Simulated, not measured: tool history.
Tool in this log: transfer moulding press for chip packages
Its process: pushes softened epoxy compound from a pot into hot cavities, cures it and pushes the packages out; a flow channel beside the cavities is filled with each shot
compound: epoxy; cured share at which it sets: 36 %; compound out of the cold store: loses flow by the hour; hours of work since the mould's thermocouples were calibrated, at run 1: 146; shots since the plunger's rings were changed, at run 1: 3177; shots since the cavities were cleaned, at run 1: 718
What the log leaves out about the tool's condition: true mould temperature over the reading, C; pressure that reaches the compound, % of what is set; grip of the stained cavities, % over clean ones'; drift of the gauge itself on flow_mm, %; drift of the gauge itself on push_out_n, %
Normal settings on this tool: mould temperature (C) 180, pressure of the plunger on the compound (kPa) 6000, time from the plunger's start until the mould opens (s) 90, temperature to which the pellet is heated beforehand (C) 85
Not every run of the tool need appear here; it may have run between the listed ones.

run,hour,mould temperature (C),pressure of the plunger on the compound (kPa),time from the plunger's start until the mould opens (s),temperature to which the pellet is heated beforehand (C),hours of work since the mould's thermocouples were calibrated,shots since the plunger's rings were changed,shots since the cavities were cleaned,incoming compound's hours out of the cold store,length that the compound runs in the flow channel (mm),greatest force on the pins that push the packages out (N)
1,0.0,180,6000,90,85,146,3177,718,15.9,505,554
# hour 21.3: cavities cleaned with cleaning compound and waxed
2,22.6,180,6000,90,85,157,3395,13,8.2,516,749
3,39.0,176,6000,90,85,166,3566,184,9.5,524,956
4,65.9,176,6000,90,85,181,3845,463,40.8,454,851
5,79.4,180,6000,90,85,188,3984,602,40.3,443,611
6,92.9,180,6000,90,85,196,4125,743,16.3,495,659
# hour 112.8: cavities cleaned with cleaning compound and waxed
7,118.9,180,6000,90,79,209,4378,63,28.0,469,367
# hour 125.0: cavities cleaned with cleaning compound and waxed, once more
8,143.5,180,6000,90,89,221,4618,192,23.4,471,406
9,156.8,180,6000,90,85,229,4757,331,28.8,458,453
10,179.4,180,6000,90,85,241,4990,564,24.6,467,534
11,203.8,180,6000,90,85,254,5244,818,13.2,484,590
# hour 216.6: cavities cleaned with cleaning compound and waxed
12,229.7,180,6000,90,85,267,5497,136,11.1,489,406
13,245.6,180,5370,90,85,276,5661,300,43.1,401,453
14,261.1,180,6000,76,85,284,5822,461,31.5,441,786
15,275.7,180,6000,76,85,292,5974,613,27.9,453,832
# hour 284.1: plunger's sealing rings changed
16,298.1,180,6000,76,85,303,145,819,27.0,508,874
# hour 309.7: cavities cleaned with cleaning compound and waxed
17,313.1,181,4560,90,86,310,284,35,39.3,419,300
18,325.7,180,7100,90,85,317,415,166,28.0,546,405
19,341.9,180,7100,90,85,326,584,335,33.3,539,468
20,359.9,180,6750,120,85,336,770,521,45.0,490,344
21,375.1,180,6750,120,85,344,928,679,45.0,487,351
22,389.4,180,6750,120,85,352,1076,827,18.8,538,375
# hour 401.3: cavities cleaned with cleaning compound and waxed
23,416.1,180,6900,109,85,365,1337,154,17.6,551,305
24,427.8,180,6900,75,84,372,1458,275,10.8,565,784
25,453.1,180,6000,90,85,385,1721,538,44.7,458,482
26,465.6,180,4910,71,85,392,1850,667,21.7,455,1017
27,478.7,180,4990,71,85,399,1986,803,45.2,426,934

Alternative continuations, all from the tool just after run 27; predict every row:
# hour 492.0: cavities cleaned with cleaning compound and waxed
A,507.9,187,5730,90,82,414,2274,165,21.6,?,?
# hour 492.0: cavities cleaned with cleaning compound and waxed
B,507.9,180,5630,90,79,414,2274,165,16.0,?,?
# hour 492.0: cavities cleaned with cleaning compound and waxed
C,507.9,180,4990,103,77,414,2274,165,12.2,?,?
# hour 492.0: cavities cleaned with cleaning compound and waxed
D,507.9,181,5000,71,80,414,2274,165,26.1,?,?

run,length that the compound runs in the flow channel (mm),greatest force on the pins that push the packages out (N)
A,470,297
B,492,455
C,472,334
D,440,713
With no hidden state in the tool, these same runs would have given:
run,length that the compound runs in the flow channel (mm),greatest force on the pins that push the packages out (N)
A,490,232
B,512,348
C,492,257
D,459,548
